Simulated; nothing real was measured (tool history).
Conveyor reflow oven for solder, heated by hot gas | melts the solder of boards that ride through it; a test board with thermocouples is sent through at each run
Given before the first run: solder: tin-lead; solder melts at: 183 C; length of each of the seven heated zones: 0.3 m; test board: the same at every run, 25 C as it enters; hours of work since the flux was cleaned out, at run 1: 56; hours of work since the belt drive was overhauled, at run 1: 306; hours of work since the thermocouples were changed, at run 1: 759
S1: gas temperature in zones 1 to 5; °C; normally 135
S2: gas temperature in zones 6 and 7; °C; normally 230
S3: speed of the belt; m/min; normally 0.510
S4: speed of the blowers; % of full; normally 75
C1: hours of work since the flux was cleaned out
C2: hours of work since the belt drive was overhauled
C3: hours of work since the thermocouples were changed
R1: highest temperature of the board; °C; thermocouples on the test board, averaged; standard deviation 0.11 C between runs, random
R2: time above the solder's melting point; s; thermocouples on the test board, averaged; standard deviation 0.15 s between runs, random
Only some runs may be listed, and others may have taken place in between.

run,day,S1,S2,S3,S4,C1,C2,C3,R1,R2
1,0.000,135,230,0.510,75,56,306,759,217.8,52.9
2,0.562,135,230,0.510,75,66,316,769,217.7,53.2
3,0.842,135,230,0.510,75,72,322,774,217.4,52.7
4,1.088,135,230,0.510,75,76,326,779,217.5,52.9
5,1.671,135,230,0.510,75,87,337,790,217.4,52.9
6,2.108,135,230,0.510,75,95,345,798,217.6,52.9
7,2.571,135,230,0.510,75,103,353,806,217.3,52.7
8,2.962,135,230,0.510,75,110,361,813,217.4,52.5
9,3.258,135,223,0.510,75,116,366,819,211.1,48.2
10,3.550,135,223,0.510,75,121,371,824,211.2,47.8
11,3.825,120,230,0.510,75,126,376,829,214.6,46.5
12,4.283,120,230,0.510,75,135,385,838,214.7,46.2
13,4.550,120,230,0.510,75,140,390,842,214.7,46.4
14,4.879,135,230,0.510,75,146,396,849,217.1,52.3
15,5.262,127,226,0.608,58,153,403,856,200.6,26.6
16,5.679,136,241,0.486,75,160,410,863,228.2,62.8
17,6.125,131,241,0.526,55,168,418,871,218.6,49.4
18,6.538,131,241,0.526,55,176,426,879,218.4,49.4
19,6.900,131,231,0.473,55,183,433,886,214.1,51.9
# day 7.121: belt drive overhauled, speed set with a stopwatch
20,7.467,147,230,0.555,71,190,6,893,215.5,50.7
21,7.979,127,223,0.545,75,199,16,902,207.3,39.0
22,8.500,127,223,0.538,75,209,25,912,207.6,39.8
23,8.954,137,223,0.538,79,217,34,920,210.2,45.6

For run 24, what comes out?
24,9.238,123,237,0.510,75,222,39,925,?,?

R1: 220.9 °C
R2: 51.7 s
On a tool with no hidden condition, and with the same random variation, this run would have come out at R1 220.6 °C, R2 51.0 s.
